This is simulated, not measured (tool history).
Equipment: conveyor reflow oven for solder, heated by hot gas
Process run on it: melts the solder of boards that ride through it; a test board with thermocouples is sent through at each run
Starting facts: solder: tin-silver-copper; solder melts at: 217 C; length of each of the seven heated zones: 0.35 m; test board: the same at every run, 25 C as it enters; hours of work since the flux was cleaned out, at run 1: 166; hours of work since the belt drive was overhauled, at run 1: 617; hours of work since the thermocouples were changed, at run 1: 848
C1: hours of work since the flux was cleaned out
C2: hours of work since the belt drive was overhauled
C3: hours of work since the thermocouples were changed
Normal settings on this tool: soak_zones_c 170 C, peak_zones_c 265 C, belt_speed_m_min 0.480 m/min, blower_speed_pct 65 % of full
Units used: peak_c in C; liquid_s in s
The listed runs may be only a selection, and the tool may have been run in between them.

run 1 hour=0.0 | soak_zones_c=170 peak_zones_c=265 belt_speed_m_min=0.480 blower_speed_pct=65 | C1=166 C2=617 C3=848 | peak_c=243.1 liquid_s=54.3
run 2 hour=20.4 | soak_zones_c=170 peak_zones_c=265 belt_speed_m_min=0.480 blower_speed_pct=65 | C1=182 C2=633 C3=863 | peak_c=244.1 liquid_s=54.0
run 3 hour=39.8 | soak_zones_c=170 peak_zones_c=265 belt_speed_m_min=0.480 blower_speed_pct=65 | C1=197 C2=648 C3=878 | peak_c=244.1 liquid_s=54.7
run 4 hour=58.0 | soak_zones_c=170 peak_zones_c=265 belt_speed_m_min=0.480 blower_speed_pct=65 | C1=211 C2=662 C3=892 | peak_c=243.2 liquid_s=54.3
run 5 hour=83.3 | soak_zones_c=170 peak_zones_c=265 belt_speed_m_min=0.480 blower_speed_pct=65 | C1=230 C2=681 C3=912 | peak_c=244.1 liquid_s=54.6
-- hour=87.3 thermocouples of zones 6 and 7 changed
run 6 hour=105.7 | soak_zones_c=170 peak_zones_c=265 belt_speed_m_min=0.480 blower_speed_pct=65 | C1=246 C2=697 C3=14 | peak_c=244.7 liquid_s=54.6
run 7 hour=131.5 | soak_zones_c=170 peak_zones_c=265 belt_speed_m_min=0.480 blower_speed_pct=65 | C1=266 C2=717 C3=34 | peak_c=244.2 liquid_s=53.9
run 8 hour=147.6 | soak_zones_c=170 peak_zones_c=265 belt_speed_m_min=0.425 blower_speed_pct=65 | C1=278 C2=730 C3=47 | peak_c=248.1 liquid_s=68.2
run 9 hour=167.0 | soak_zones_c=170 peak_zones_c=265 belt_speed_m_min=0.503 blower_speed_pct=65 | C1=293 C2=744 C3=62 | peak_c=242.2 liquid_s=49.3
-- hour=192.7 flux residue cleaned out of gas plates and filters
run 10 hour=197.9 | soak_zones_c=170 peak_zones_c=265 belt_speed_m_min=0.480 blower_speed_pct=65 | C1=4 C2=765 C3=82 | peak_c=244.4 liquid_s=54.0
run 11 hour=214.2 | soak_zones_c=170 peak_zones_c=265 belt_speed_m_min=0.480 blower_speed_pct=65 | C1=17 C2=777 C3=94 | peak_c=243.9 liquid_s=54.0
run 12 hour=234.9 | soak_zones_c=170 peak_zones_c=265 belt_speed_m_min=0.414 blower_speed_pct=65 | C1=33 C2=793 C3=110 | peak_c=249.1 liquid_s=71.0
run 13 hour=254.0 | soak_zones_c=158 peak_zones_c=265 belt_speed_m_min=0.480 blower_speed_pct=65 | C1=47 C2=808 C3=125 | peak_c=240.9 liquid_s=47.5
run 14 hour=268.6 | soak_zones_c=158 peak_zones_c=265 belt_speed_m_min=0.480 blower_speed_pct=65 | C1=59 C2=819 C3=136 | peak_c=241.3 liquid_s=47.5
run 15 hour=297.3 | soak_zones_c=158 peak_zones_c=265 belt_speed_m_min=0.480 blower_speed_pct=65 | C1=81 C2=841 C3=158 | peak_c=241.0 liquid_s=47.5
run 16 hour=320.5 | soak_zones_c=170 peak_zones_c=263 belt_speed_m_min=0.480 blower_speed_pct=65 | C1=99 C2=859 C3=176 | peak_c=242.3 liquid_s=53.2
run 17 hour=343.2 | soak_zones_c=170 peak_zones_c=263 belt_speed_m_min=0.480 blower_speed_pct=65 | C1=116 C2=877 C3=194 | peak_c=242.3 liquid_s=52.5
run 18 hour=364.2 | soak_zones_c=173 peak_zones_c=265 belt_speed_m_min=0.479 blower_speed_pct=65 | C1=133 C2=893 C3=210 | peak_c=244.8 liquid_s=56.7
run 19 hour=381.9 | soak_zones_c=178 peak_zones_c=265 belt_speed_m_min=0.425 blower_speed_pct=65 | C1=146 C2=907 C3=224 | peak_c=249.8 liquid_s=73.9
run 20 hour=410.8 | soak_zones_c=178 peak_zones_c=258 belt_speed_m_min=0.425 blower_speed_pct=65 | C1=169 C2=929 C3=246 | peak_c=243.6 liquid_s=67.2
run 21 hour=425.4 | soak_zones_c=178 peak_zones_c=258 belt_speed_m_min=0.421 blower_speed_pct=61 | C1=180 C2=940 C3=258 | peak_c=243.0 liquid_s=66.6
run 22 hour=444.2 | soak_zones_c=164 peak_zones_c=257 belt_speed_m_min=0.536 blower_speed_pct=78 | C1=194 C2=955 C3=272 | peak_c=235.2 liquid_s=35.6
run 23 hour=473.5 | soak_zones_c=170 peak_zones_c=265 belt_speed_m_min=0.480 blower_speed_pct=84 | C1=217 C2=978 C3=295 | peak_c=247.6 liquid_s=58.9
run 24 hour=500.3 | soak_zones_c=170 peak_zones_c=265 belt_speed_m_min=0.480 blower_speed_pct=84 | C1=238 C2=998 C3=315 | peak_c=247.3 liquid_s=59.4
run 25 hour=520.3 | soak_zones_c=156 peak_zones_c=265 belt_speed_m_min=0.480 blower_speed_pct=78 | C1=253 C2=1014 C3=331 | peak_c=243.5 liquid_s=50.1
run 26 hour=543.2 | soak_zones_c=156 peak_zones_c=265 belt_speed_m_min=0.480 blower_speed_pct=78 | C1=271 C2=1032 C3=349 | peak_c=243.8 liquid_s=50.4
run 27 hour=556.1 | soak_zones_c=170 peak_zones_c=257 belt_speed_m_min=0.480 blower_speed_pct=72 | C1=281 C2=1041 C3=359 | peak_c=239.0 liquid_s=48.9
run 28 hour=570.5 | soak_zones_c=170 peak_zones_c=257 belt_speed_m_min=0.480 blower_speed_pct=72 | C1=292 C2=1053 C3=370 | peak_c=239.5 liquid_s=49.1
-- hour=599.4 flux residue cleaned out of gas plates and filters
run 29 hour=605.7 | soak_zones_c=170 peak_zones_c=275 belt_speed_m_min=0.480 blower_speed_pct=65 | C1=5 C2=1076 C3=393 | peak_c=252.4 liquid_s=62.2
run 30 hour=631.0 | soak_zones_c=166 peak_zones_c=254 belt_speed_m_min=0.526 blower_speed_pct=65 | C1=24 C2=1096 C3=413 | peak_c=230.8 liquid_s=31.0
run 31 hour=654.2 | soak_zones_c=166 peak_zones_c=254 belt_speed_m_min=0.526 blower_speed_pct=65 | C1=42 C2=1113 C3=431 | peak_c=231.5 liquid_s=31.0
run 32 hour=667.4 | soak_zones_c=170 peak_zones_c=278 belt_speed_m_min=0.567 blower_speed_pct=52 | C1=53 C2=1124 C3=441 | peak_c=243.0 liquid_s=42.8

Here are 3 independent what-if runs from the current tool condition. What would each one return?
run A hour=682.6 | soak_zones_c=170 peak_zones_c=265 belt_speed_m_min=0.386 blower_speed_pct=65 | C1=64 C2=1135 C3=453 | peak_c=? liquid_s=?
run B hour=682.6 | soak_zones_c=170 peak_zones_c=265 belt_speed_m_min=0.573 blower_speed_pct=65 | C1=64 C2=1135 C3=453 | peak_c=? liquid_s=?
run C hour=682.6 | soak_zones_c=160 peak_zones_c=278 belt_speed_m_min=0.512 blower_speed_pct=54 | C1=64 C2=1135 C3=453 | peak_c=? liquid_s=?

run=A peak_c=250.9 liquid_s=79.2
run=B peak_c=236.8 liquid_s=36.5
run=C peak_c=246.4 liquid_s=48.4
With no hidden state in the tool, these same runs would have given:
run=A peak_c=250.9 liquid_s=79.0
run=B peak_c=236.8 liquid_s=36.4
run=C peak_c=246.3 liquid_s=48.3
